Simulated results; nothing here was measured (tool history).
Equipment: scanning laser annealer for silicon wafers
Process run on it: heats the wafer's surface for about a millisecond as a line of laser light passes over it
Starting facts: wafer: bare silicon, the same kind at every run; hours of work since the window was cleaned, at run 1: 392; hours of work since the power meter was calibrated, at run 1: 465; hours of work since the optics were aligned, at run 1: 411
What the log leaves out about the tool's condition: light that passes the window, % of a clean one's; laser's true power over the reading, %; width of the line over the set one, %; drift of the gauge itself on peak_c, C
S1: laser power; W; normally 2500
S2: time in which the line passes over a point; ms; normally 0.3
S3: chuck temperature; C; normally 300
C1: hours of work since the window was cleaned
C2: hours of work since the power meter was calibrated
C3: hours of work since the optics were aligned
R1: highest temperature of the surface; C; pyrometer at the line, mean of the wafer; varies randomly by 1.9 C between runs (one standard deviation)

run 1 hour=0 | S1=2500 S2=0.3 S3=300 | C1=392 C2=465 C3=411 | R1=1098
run 2 hour=38.5 | S1=2500 S2=0.3 S3=300 | C1=414 C2=487 C3=433 | R1=1100
run 3 hour=60.4 | S1=2500 S2=0.3 S3=300 | C1=426 C2=500 C3=446 | R1=1094
run 4 hour=90 | S1=2500 S2=0.3 S3=300 | C1=443 C2=516 C3=463 | R1=1096
run 5 hour=114.3 | S1=2500 S2=0.3 S3=300 | C1=457 C2=530 C3=476 | R1=1091
run 6 hour=140.2 | S1=2500 S2=0.3 S3=300 | C1=472 C2=545 C3=491 | R1=1097
run 7 hour=171.7 | S1=2500 S2=0.3 S3=300 | C1=490 C2=563 C3=509 | R1=1092
run 8 hour=197.9 | S1=2556 S2=0.3 S3=300 | C1=505 C2=578 C3=524 | R1=1114
run 9 hour=228.7 | S1=2500 S2=0.3 S3=299 | C1=522 C2=595 C3=542 | R1=1091
run 10 hour=267.3 | S1=2500 S2=0.3 S3=300 | C1=544 C2=617 C3=563 | R1=1089
run 11 hour=288.5 | S1=2500 S2=0.24 S3=300 | C1=556 C2=629 C3=576 | R1=1001
run 12 hour=315.1 | S1=2500 S2=0.3 S3=300 | C1=571 C2=645 C3=591 | R1=1085
run 13 hour=334.3 | S1=2500 S2=0.3 S3=300 | C1=582 C2=655 C3=602 | R1=1084
run 14 hour=366.5 | S1=2500 S2=0.3 S3=300 | C1=600 C2=674 C3=620 | R1=1084
run 15 hour=392.5 | S1=2500 S2=0.3 S3=300 | C1=615 C2=689 C3=635 | R1=1081
run 16 hour=412.5 | S1=2500 S2=0.3 S3=300 | C1=627 C2=700 C3=646 | R1=1082
run 17 hour=436.5 | S1=2500 S2=0.3 S3=300 | C1=640 C2=714 C3=660 | R1=1081
run 18 hour=468.1 | S1=2500 S2=0.3 S3=300 | C1=658 C2=732 C3=678 | R1=1078
run 19 hour=493.6 | S1=2500 S2=0.3 S3=300 | C1=673 C2=746 C3=692 | R1=1077
run 20 hour=525.6 | S1=2500 S2=0.3 S3=300 | C1=691 C2=764 C3=710 | R1=1075
run 21 hour=544 | S1=2500 S2=0.3 S3=305 | C1=701 C2=775 C3=721 | R1=1079
run 22 hour=577.4 | S1=2129 S2=0.244 S3=300 | C1=720 C2=794 C3=740 | R1=864
-- hour=590.9 optics aligned, line set to its width
run 23 hour=618 | S1=2500 S2=0.3 S3=322 | C1=741 C2=814 C3=15 | R1=1122
run 24 hour=634.7 | S1=2666 S2=0.3 S3=282 | C1=750 C2=824 C3=25 | R1=1153
run 25 hour=671.3 | S1=2666 S2=0.3 S3=282 | C1=771 C2=844 C3=46 | R1=1148
run 26 hour=702.3 | S1=2152 S2=0.3 S3=300 | C1=789 C2=862 C3=63 | R1=953
run 27 hour=737.1 | S1=2152 S2=0.3 S3=300 | C1=808 C2=882 C3=83 | R1=954
run 28 hour=768.7 | S1=2152 S2=0.327 S3=271 | C1=826 C2=900 C3=101 | R1=952
-- hour=780.7 window over the wafer cleaned
run 29 hour=801.4 | S1=2152 S2=0.327 S3=271 | C1=12 C2=917 C3=119 | R1=978
run 30 hour=822.7 | S1=2152 S2=0.327 S3=271 | C1=24 C2=929 C3=131 | R1=980
run 31 hour=840.8 | S1=2373 S2=0.327 S3=271 | C1=34 C2=940 C3=141 | R1=1075
run 32 hour=879.5 | S1=2500 S2=0.224 S3=300 | C1=56 C2=962 C3=163 | R1=1006
run 33 hour=903.6 | S1=2359 S2=0.26 S3=328 | C1=70 C2=975 C3=177 | R1=1034
run 34 hour=920.1 | S1=2434 S2=0.286 S3=300 | C1=79 C2=985 C3=186 | R1=1076
run 35 hour=947.4 | S1=2434 S2=0.286 S3=300 | C1=95 C2=1000 C3=202 | R1=1073
run 36 hour=963.6 | S1=2434 S2=0.286 S3=316 | C1=104 C2=1010 C3=211 | R1=1089
run 37 hour=979.7 | S1=2434 S2=0.286 S3=316 | C1=113 C2=1019 C3=220 | R1=1088
run 38 hour=1010.8 | S1=2482 S2=0.355 S3=283 | C1=131 C2=1036 C3=238 | R1=1165
run 39 hour=1045.9 | S1=2482 S2=0.355 S3=283 | C1=151 C2=1056 C3=258 | R1=1164
run 40 hour=1078 | S1=2613 S2=0.241 S3=300 | C1=169 C2=1075 C3=276 | R1=1068

Alternative continuations, all from the tool just after run 40; predict every row:
run A hour=1107.8 | S1=2595 S2=0.371 S3=285 | C1=186 C2=1092 C3=293 | R1=?
run B hour=1107.8 | S1=2276 S2=0.306 S3=302 | C1=186 C2=1092 C3=293 | R1=?
run C hour=1107.8 | S1=2613 S2=0.279 S3=300 | C1=186 C2=1092 C3=293 | R1=?
run D hour=1107.8 | S1=2500 S2=0.292 S3=300 | C1=186 C2=1092 C3=293 | R1=?

run=A R1=1241
run=B R1=1025
run=C R1=1127
run=D R1=1101
With the hidden condition removed and each run's random variation left untouched, the same runs would have given:
run=A R1=1276
run=B R1=1051
run=C R1=1157
run=D R1=1130
